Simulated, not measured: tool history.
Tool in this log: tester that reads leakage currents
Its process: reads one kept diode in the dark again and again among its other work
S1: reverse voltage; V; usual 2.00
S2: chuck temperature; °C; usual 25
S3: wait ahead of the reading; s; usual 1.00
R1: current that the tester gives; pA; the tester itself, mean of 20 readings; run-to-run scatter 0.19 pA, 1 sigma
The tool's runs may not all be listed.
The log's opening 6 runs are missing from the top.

run 7 hour=223.2 | S1=2.00 S2=28 S3=2.17 | R1=78.76
run 8 hour=245.3 | S1=2.63 S2=25 S3=1.00 | R1=67.59
run 9 hour=287.1 | S1=2.63 S2=25 S3=1.00 | R1=67.65
run 10 hour=308.2 | S1=2.63 S2=25 S3=1.00 | R1=67.59
run 11 hour=332.9 | S1=2.63 S2=25 S3=1.00 | R1=67.88
run 12 hour=374.2 | S1=2.63 S2=25 S3=1.00 | R1=67.26
run 13 hour=400.9 | S1=2.63 S2=25 S3=1.00 | R1=67.33
run 14 hour=440.4 | S1=2.63 S2=25 S3=1.00 | R1=67.39
run 15 hour=466.8 | S1=2.00 S2=25 S3=1.00 | R1=61.01
run 16 hour=502.5 | S1=2.00 S2=38 S3=1.00 | R1=181.44
run 17 hour=524.0 | S1=2.00 S2=38 S3=1.00 | R1=181.25
run 18 hour=548.0 | S1=2.00 S2=38 S3=1.00 | R1=181.02
run 19 hour=579.3 | S1=2.00 S2=25 S3=1.17 | R1=60.58
run 20 hour=613.3 | S1=2.00 S2=25 S3=1.17 | R1=60.80
run 21 hour=644.3 | S1=17.76 S2=47 S3=6.29 | R1=821.87
run 22 hour=681.7 | S1=3.26 S2=27 S3=3.20 | R1=85.99
run 23 hour=712.4 | S1=5.36 S2=32 S3=1.26 | R1=159.82
run 24 hour=750.8 | S1=12.45 S2=23 S3=1.00 | R1=101.60
run 25 hour=775.8 | S1=1.51 S2=23 S3=1.00 | R1=45.88
run 26 hour=804.8 | S1=1.51 S2=23 S3=1.00 | R1=45.80
run 27 hour=835.9 | S1=10.99 S2=25 S3=2.15 | R1=115.25
run 28 hour=872.8 | S1=18.67 S2=25 S3=2.15 | R1=140.13
run 29 hour=907.8 | S1=10.23 S2=27 S3=1.00 | R1=133.48
run 30 hour=927.2 | S1=2.00 S2=50 S3=3.10 | R1=459.18

Expected results for the next run?
run 31 hour=946.9 | S1=2.00 S2=36 S3=1.00 | R1=?

R1: 153.55 pA
With the hidden condition absent and the run-to-run variation left alone, this run would have shown R1 157.30 pA.

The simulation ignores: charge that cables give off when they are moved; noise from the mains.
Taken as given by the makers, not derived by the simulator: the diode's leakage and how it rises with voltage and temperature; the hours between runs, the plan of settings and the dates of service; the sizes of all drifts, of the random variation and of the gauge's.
